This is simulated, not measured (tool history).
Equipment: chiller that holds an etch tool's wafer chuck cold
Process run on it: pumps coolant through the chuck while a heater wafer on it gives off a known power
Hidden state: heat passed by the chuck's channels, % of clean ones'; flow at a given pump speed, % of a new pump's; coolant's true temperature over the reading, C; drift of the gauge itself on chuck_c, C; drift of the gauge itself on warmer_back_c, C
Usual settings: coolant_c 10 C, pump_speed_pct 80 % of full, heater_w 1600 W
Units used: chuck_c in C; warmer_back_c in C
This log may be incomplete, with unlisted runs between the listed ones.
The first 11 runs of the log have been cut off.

run,hour,coolant_c,pump_speed_pct,heater_w,hours since the coolant was changed and the channels were flushed,hours since the pump was overhauled,hours since the chiller's thermometer was calibrated,chuck_c,warmer_back_c
12,428.7,10,80,1679,6006,1586,2108,23.1,3.74
13,476.1,10,80,1600,6053,1633,2155,22.3,3.57
14,506,10,80,853,6083,1663,2185,16.6,1.88
15,540.1,10,80,1600,6117,1697,2219,22.3,3.58
16,584.9,10,80,1600,6162,1742,2264,22.3,3.61
17,630.4,6,65,908,6208,1788,2310,14.1,2.6
18,671.4,10,91,2375,6249,1829,2350,26.7,4.64
19,697.3,10,70,958,6275,1855,2376,18.2,2.48
20,739.2,10,84,958,6316,1897,2418,17.3,2.06
21,777.7,2,73,1600,6355,1935,2457,15.2,3.95
22,832.1,2,73,1600,6409,1989,2511,15.2,3.97
23,857.1,2,73,1600,6434,2014,2536,15.2,4.01
24,882.4,10,64,1600,6460,2040,2561,24.5,4.66
25,936.1,10,63,1226,6513,2093,2615,21.1,3.63
26,985.3,10,87,1181,6563,2143,2664,18.8,2.39
27,1038.1,10,65,855,6615,2195,2717,17.8,2.47
28,1062.8,14,80,1892,6640,2220,2742,28.8,4.27
29,1094,14,80,1892,6671,2251,2773,28.7,4.3
30,1118.3,7,97,1312,6696,2276,2797,16.3,2.4
31,1162.6,7,64,1312,6740,2320,2842,18.9,3.82
32,1202.7,7,64,1312,6780,2360,2882,19.1,3.76

Here are 4 independent what-if runs from the current tool condition. What would each one return?
A,1254.8,7,64,1088,6832,2412,2934,?,?
B,1254.8,0,94,2322,6832,2412,2934,?,?
C,1254.8,10,84,1345,6832,2412,2934,?,?
D,1254.8,10,83,1600,6832,2412,2934,?,?

run,chuck_c,warmer_back_c
A,17,3.19
B,16.5,4.4
C,20.3,2.89
D,22.3,3.52
What these runs would have given with no unlogged condition in the tool:
run,chuck_c,warmer_back_c
A,15.2,3.04
B,13.8,4.2
C,18.5,2.76
D,20.2,3.36

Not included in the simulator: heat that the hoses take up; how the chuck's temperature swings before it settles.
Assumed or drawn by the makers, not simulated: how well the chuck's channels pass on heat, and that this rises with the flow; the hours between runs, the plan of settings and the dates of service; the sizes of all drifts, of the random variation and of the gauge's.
